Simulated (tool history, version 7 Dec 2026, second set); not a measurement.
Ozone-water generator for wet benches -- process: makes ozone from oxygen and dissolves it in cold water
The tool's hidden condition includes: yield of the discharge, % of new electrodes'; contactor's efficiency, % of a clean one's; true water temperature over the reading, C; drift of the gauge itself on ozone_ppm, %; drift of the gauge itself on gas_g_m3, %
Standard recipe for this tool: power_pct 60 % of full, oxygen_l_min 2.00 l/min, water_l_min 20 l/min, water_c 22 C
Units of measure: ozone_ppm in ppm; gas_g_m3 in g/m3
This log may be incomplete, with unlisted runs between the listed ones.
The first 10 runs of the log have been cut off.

run	hour	power_pct	oxygen_l_min	water_l_min	water_c	hours of work since the electrodes were changed	hours of work since the contactor was cleaned	hours of work since the thermometer was calibrated	ozone_ppm	gas_g_m3
11	299.6	60	2.00	14	22	1273	1151	322	10.8	163.5
12	322.0	60	2.00	20	22	1294	1171	342	7.6	166.2
13	342.9	60	1.03	20	22	1313	1190	361	5.8	213.9
14	364.5	60	1.03	20	22	1332	1210	381	5.8	215.3
15	396.3	44	2.00	20	22	1361	1239	410	6.2	138.7
16	429.8	60	2.00	24	22	1392	1269	440	6.3	164.3
17	455.8	60	2.00	24	18	1415	1293	464	6.2	165.9
# hour 461.2: gauge calibrated
18	496.1	60	2.00	24	18	1452	1329	500	6.4	168.9
19	514.2	56	1.62	23	14	1469	1346	517	5.9	175.2
20	533.7	65	2.00	20	14	1486	1364	535	8.3	174.3
21	569.4	60	2.00	16	29	1519	1396	567	9.0	167.5
22	604.3	58	2.00	20	22	1551	1428	599	7.6	163.5
23	637.7	60	2.00	17	22	1581	1458	629	8.9	165.7
24	661.8	60	3.49	27	22	1603	1480	651	6.7	132.9
25	682.5	60	3.49	27	22	1622	1499	670	6.4	134.3
26	703.8	60	1.47	20	27	1641	1519	689	6.3	188.1
27	741.8	60	1.47	20	27	1676	1553	724	6.4	186.6
28	766.7	60	1.47	20	27	1698	1576	747	6.3	187.4
29	792.0	60	3.22	20	27	1721	1599	770	7.9	136.9
30	824.4	60	3.22	20	27	1751	1628	799	8.2	136.6
31	853.8	60	3.18	20	27	1778	1655	826	8.0	136.6
32	888.9	92	1.29	20	27	1810	1687	858	7.8	246.7
33	916.7	60	2.00	16	22	1835	1712	883	9.4	162.3

Consider 3 possible next runs. They are alternatives, not a sequence: every one starts from the tool as it was left by run 33. What does each give?
A	947.4	60	2.00	25	23	1863	1740	911	?	?
B	947.4	93	2.34	18	22	1863	1740	911	?	?
C	947.4	60	2.00	16	15	1863	1740	911	?	?

run	ozone_ppm	gas_g_m3
A	5.8	162.9
B	11.0	195.0
C	10.1	163.2
Without the tool's unlogged condition, the same runs would have read:
run	ozone_ppm	gas_g_m3
A	5.8	168.2
B	11.1	201.4
C	10.1	168.6

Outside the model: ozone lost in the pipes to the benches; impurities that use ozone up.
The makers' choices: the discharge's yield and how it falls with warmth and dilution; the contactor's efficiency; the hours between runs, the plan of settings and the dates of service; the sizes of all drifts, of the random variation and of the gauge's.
